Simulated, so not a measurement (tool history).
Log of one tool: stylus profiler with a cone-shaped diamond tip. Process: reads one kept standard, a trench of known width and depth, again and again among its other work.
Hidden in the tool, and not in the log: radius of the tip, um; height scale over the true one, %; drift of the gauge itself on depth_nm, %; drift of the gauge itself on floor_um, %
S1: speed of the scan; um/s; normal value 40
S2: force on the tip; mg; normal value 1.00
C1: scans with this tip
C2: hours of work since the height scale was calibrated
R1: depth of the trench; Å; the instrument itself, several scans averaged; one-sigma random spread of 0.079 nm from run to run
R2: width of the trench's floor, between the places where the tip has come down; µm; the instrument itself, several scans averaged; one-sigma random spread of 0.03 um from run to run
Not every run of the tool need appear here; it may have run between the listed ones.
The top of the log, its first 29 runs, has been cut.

| run | hour | S1 | S2 | C1 | C2 | R1 | R2 |
|---|---|---|---|---|---|---|---|
| 30 | 453.5 | 136 | 0.39 | 3248 | 315 | 5004.2 | 15.30 |
| 31 | 474.4 | 138 | 2.96 | 3346 | 325 | 5031.6 | 16.32 |
| 32 | 483.7 | 38 | 2.96 | 3390 | 329 | 5032.8 | 16.75 |
| 33 | 492.9 | 14 | 1.03 | 3432 | 333 | 5010.3 | 16.82 |
| 34 | 505.0 | 80 | 1.58 | 3489 | 339 | 5017.7 | 16.38 |
| 35 | 514.1 | 34 | 2.42 | 3532 | 343 | 5027.0 | 16.75 |
| 36 | 533.1 | 29 | 1.00 | 3621 | 351 | 5012.2 | 16.61 |
| 37 | 545.4 | 31 | 0.37 | 3678 | 357 | 5003.7 | 16.54 |
| 38 | 555.9 | 10 | 1.00 | 3727 | 362 | 5011.8 | 16.87 |
| 39 | 570.2 | 26 | 2.83 | 3794 | 368 | 5030.4 | 16.70 |
| 40 | 590.2 | 22 | 0.72 | 3888 | 377 | 5007.8 | 16.71 |
| 41 | 610.4 | 22 | 0.72 | 3982 | 386 | 5008.4 | 16.70 |
| 42 | 623.8 | 33 | 1.48 | 4045 | 393 | 5016.5 | 16.67 |
| 43 | 638.3 | 33 | 1.48 | 4112 | 399 | 5018.6 | 16.67 |
| 44 | 655.2 | 62 | 1.62 | 4192 | 407 | 5019.0 | 16.49 |
| 45 | 677.5 | 83 | 1.15 | 4296 | 417 | 5014.3 | 16.26 |
| 46 | 686.9 | 42 | 0.41 | 4340 | 421 | 5002.6 | 16.37 |
| 47 | 705.9 | 42 | 0.41 | 4429 | 430 | 5003.2 | 16.33 |

Branching from run 47: 3 alternative next runs. What would each branch give?
| A | 725.0 | 11 | 0.86 | 4518 | 438 | ? | ? |
| B | 725.0 | 42 | 1.52 | 4518 | 438 | ? | ? |
| C | 725.0 | 20 | 1.06 | 4518 | 438 | ? | ? |

| run | R1 | R2 |
|---|---|---|
| A | 5011.2 | 16.70 |
| B | 5017.7 | 16.60 |
| C | 5013.3 | 16.72 |
Take away the tool's hidden state, keep each run's random variation, and the runs would have read:
| run | R1 | R2 |
|---|---|---|
| A | 5017.5 | 16.85 |
| B | 5024.0 | 16.74 |
| C | 5019.6 | 16.87 |

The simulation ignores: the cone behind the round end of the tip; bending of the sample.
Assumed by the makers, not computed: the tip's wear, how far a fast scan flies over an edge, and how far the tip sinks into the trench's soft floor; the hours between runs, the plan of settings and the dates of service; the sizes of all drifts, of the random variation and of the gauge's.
